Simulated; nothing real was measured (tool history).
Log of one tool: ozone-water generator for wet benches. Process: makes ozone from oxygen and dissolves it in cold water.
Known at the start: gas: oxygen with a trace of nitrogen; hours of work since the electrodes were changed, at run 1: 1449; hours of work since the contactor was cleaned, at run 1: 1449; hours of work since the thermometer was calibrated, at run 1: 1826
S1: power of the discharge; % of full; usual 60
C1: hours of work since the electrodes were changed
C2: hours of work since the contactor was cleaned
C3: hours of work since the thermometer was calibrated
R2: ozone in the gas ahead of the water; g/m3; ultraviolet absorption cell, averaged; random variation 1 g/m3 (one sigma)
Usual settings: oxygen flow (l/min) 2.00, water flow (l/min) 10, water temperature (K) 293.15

Run 1, hour 0.0: usual settings; C1 1449; C2 1449; C3 1826. Result: dissolved ozone (ppm) 15.8, R2 165.7 g/m3.
Run 2, hour 104.3: usual settings; C1 1523; C2 1523; C3 1900. Result: dissolved ozone (ppm) 15.3, R2 166.1 g/m3.
Run 3, hour 248.8: usual settings; C1 1627; C2 1627; C3 2004. Result: dissolved ozone (ppm) 15.5, R2 163.1 g/m3.
Run 4, hour 398.4: usual settings but water flow (l/min) 15; C1 1733; C2 1733; C3 2110. Result: dissolved ozone (ppm) 11.1, R2 166.4 g/m3.
Run 5, hour 562.9: usual settings but water flow (l/min) 15; C1 1851; C2 1851; C3 2228. Result: dissolved ozone (ppm) 11.1, R2 163.8 g/m3.
Run 6, hour 703.7: usual settings but oxygen flow (l/min) 2.62, water flow (l/min) 15; C1 1952; C2 1952; C3 2329. Result: dissolved ozone (ppm) 11.0, R2 134.8 g/m3.
Run 7, hour 839.5: usual settings but oxygen flow (l/min) 2.02, water temperature (K) 289.15; C1 2049; C2 2049; C3 2426. Result: dissolved ozone (ppm) 16.0, R2 161.7 g/m3.
Run 8, hour 956.7: usual settings but S1 64 % of full, oxygen flow (l/min) 2.50, water flow (l/min) 16, water temperature (K) 301.15; C1 2133; C2 2133; C3 2510. Result: dissolved ozone (ppm) 9.7, R2 145.3 g/m3.
At hour 1016.7: water thermometer calibrated.
Run 9, hour 1119.5: usual settings but S1 52 % of full, oxygen flow (l/min) 2.50, water flow (l/min) 16, water temperature (K) 301.15; C1 2249; C2 2249; C3 74. Result: dissolved ozone (ppm) 8.5, R2 126.2 g/m3.
Run 10, hour 1226.7: usual settings but water flow (l/min) 8; C1 2325; C2 2325; C3 150. Result: dissolved ozone (ppm) 17.8, R2 159.1 g/m3.

How the hidden state differs across the entries between the runs, from the last listed run before each to the first after it:
Between runs 8 and 9: water thermometer calibrated (hour 1016.7)
  yield of the discharge, % of new electrodes': 92.4 -> 92.1; contactor's efficiency, % of a clean one's: 95.5 -> 95.3; true water temperature over the reading, C: 0.16 -> -0.04
  measured less the result without the state, dissolved ozone (ppm): -1.0 -> -0.7; R2: -11.0 -> -8.1 g/m3
